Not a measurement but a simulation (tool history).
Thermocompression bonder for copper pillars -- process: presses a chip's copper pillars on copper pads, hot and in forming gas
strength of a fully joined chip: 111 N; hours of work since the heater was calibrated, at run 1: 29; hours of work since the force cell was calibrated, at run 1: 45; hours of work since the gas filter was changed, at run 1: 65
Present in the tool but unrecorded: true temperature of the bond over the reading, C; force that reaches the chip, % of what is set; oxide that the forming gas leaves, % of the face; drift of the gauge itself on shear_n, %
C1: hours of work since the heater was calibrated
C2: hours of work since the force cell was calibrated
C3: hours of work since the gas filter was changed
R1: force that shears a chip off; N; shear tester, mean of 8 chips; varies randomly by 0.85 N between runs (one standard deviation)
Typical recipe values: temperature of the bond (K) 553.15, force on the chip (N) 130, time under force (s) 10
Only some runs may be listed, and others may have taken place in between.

Run 1, day 0: usual settings; C1 29; C2 45; C3 65. Result: R1 70.9 N.
Run 2, day 0.433: usual settings; C1 34; C2 49; C3 69. Result: R1 70.3 N.
Run 3, day 0.912: usual settings; C1 39; C2 55; C3 74. Result: R1 69 N.
Run 4, day 1.392: usual settings; C1 44; C2 60; C3 80. Result: R1 71.3 N.
Run 5, day 1.783: usual settings; C1 48; C2 64; C3 84. Result: R1 70.1 N.
Run 6, day 2.212: usual settings; C1 53; C2 69; C3 88. Result: R1 70.6 N.
Run 7, day 2.496: usual settings; C1 56; C2 72; C3 91. Result: R1 68.6 N.
Run 8, day 2.954: usual settings; C1 61; C2 76; C3 96. Result: R1 70.1 N.
Run 9, day 3.271: usual settings; C1 64; C2 80; C3 100. Result: R1 69.3 N.
Run 10, day 3.629: usual settings; C1 68; C2 84; C3 104. Result: R1 69 N.
Run 11, day 4.008: usual settings; C1 72; C2 88; C3 108. Result: R1 68.2 N.
Run 12, day 4.296: usual settings; C1 75; C2 91; C3 111. Result: R1 69.1 N.
Run 13, day 4.762: usual settings; C1 80; C2 96; C3 116. Result: R1 69.9 N.
Run 14, day 5.183: usual settings; C1 85; C2 100; C3 120. Result: R1 68.7 N.
Run 15, day 5.571: usual settings but temperature of the bond (K) 573.15; C1 89; C2 105; C3 124. Result: R1 82.2 N.
Run 16, day 5.817: usual settings but temperature of the bond (K) 573.15, force on the chip (N) 171; C1 91; C2 107; C3 127. Result: R1 93.1 N.
Run 17, day 6.058: usual settings but temperature of the bond (K) 573.15, force on the chip (N) 171; C1 94; C2 110; C3 130. Result: R1 94.2 N.
Run 18, day 6.496: usual settings but temperature of the bond (K) 573.15, force on the chip (N) 171; C1 99; C2 114; C3 134. Result: R1 90.9 N.
Run 19, day 6.858: usual settings but temperature of the bond (K) 568.15, force on the chip (N) 155, time under force (s) 7; C1 103; C2 118; C3 138. Result: R1 80 N.
Run 20, day 7.212: usual settings but temperature of the bond (K) 576.15, force on the chip (N) 126, time under force (s) 11; C1 106; C2 122; C3 142. Result: R1 85 N.
Run 21, day 7.483: usual settings but temperature of the bond (K) 572.15, force on the chip (N) 89, time under force (s) 23; C1 109; C2 125; C3 145. Result: R1 79.6 N.
Run 22, day 7.725: usual settings but temperature of the bond (K) 582.15, time under force (s) 11; C1 112; C2 128; C3 148. Result: R1 88.1 N.
Run 23, day 8.212: usual settings but temperature of the bond (K) 548.15; C1 117; C2 133; C3 153. Result: R1 65 N.
Run 24, day 8.412: usual settings but force on the chip (N) 133, time under force (s) 24; C1 119; C2 135; C3 155. Result: R1 85.6 N.
Run 25, day 8.667: usual settings but force on the chip (N) 133, time under force (s) 24; C1 122; C2 138; C3 158. Result: R1 86.5 N.
Run 26, day 9.017: usual settings but temperature of the bond (K) 561.15, force on the chip (N) 149, time under force (s) 21; C1 126; C2 142; C3 161. Result: R1 91.6 N.
Run 27, day 9.25: usual settings but temperature of the bond (K) 561.15, force on the chip (N) 149, time under force (s) 21; C1 128; C2 144; C3 164. Result: R1 91.4 N.
Run 28, day 9.592: usual settings but temperature of the bond (K) 580.15, force on the chip (N) 137, time under force (s) 24; C1 132; C2 148; C3 168. Result: R1 97.7 N.
Run 29, day 9.996: usual settings but temperature of the bond (K) 525.15, time under force (s) 15; C1 136; C2 152; C3 172. Result: R1 54.9 N.
Run 30, day 10.412: usual settings but time under force (s) 21; C1 141; C2 157; C3 176. Result: R1 81.4 N.
Run 31, day 10.629: usual settings but temperature of the bond (K) 560.15, force on the chip (N) 138; C1 143; C2 159; C3 179. Result: R1 75.2 N.
Run 32, day 11.062: usual settings but temperature of the bond (K) 560.15, force on the chip (N) 138; C1 148; C2 164; C3 183. Result: R1 75.9 N.
Run 33, day 11.521: usual settings but temperature of the bond (K) 549.15, time under force (s) 13; C1 153; C2 168; C3 188. Result: R1 70.7 N.
Run 34, day 11.983: usual settings but time under force (s) 21; C1 158; C2 173; C3 193. Result: R1 82 N.

A few steps of R1 between consecutive runs. Split each: what settings, incoming material and random variation would produce without the hidden state, and what is left over for the hidden state, along with gauge scatter present in only one of the two compared results (measured, and without hidden state):
Run 22 -> 23: temperature of the bond (K) 582.15 -> 548.15, time under force (s) 11 -> 10. R1 -23.1 N: hidden state +2.2, all else -25.3.
Run 28 -> 29: temperature of the bond (K) 580.15 -> 525.15, force on the chip (N) 137 -> 130, time under force (s) 24 -> 15. R1 -42.8 N: hidden state +5, all else -47.8.
Run 29 -> 30: temperature of the bond (K) 525.15 -> 553.15, time under force (s) 15 -> 21. R1 +26.5 N: hidden state -2.7, all else +29.2.
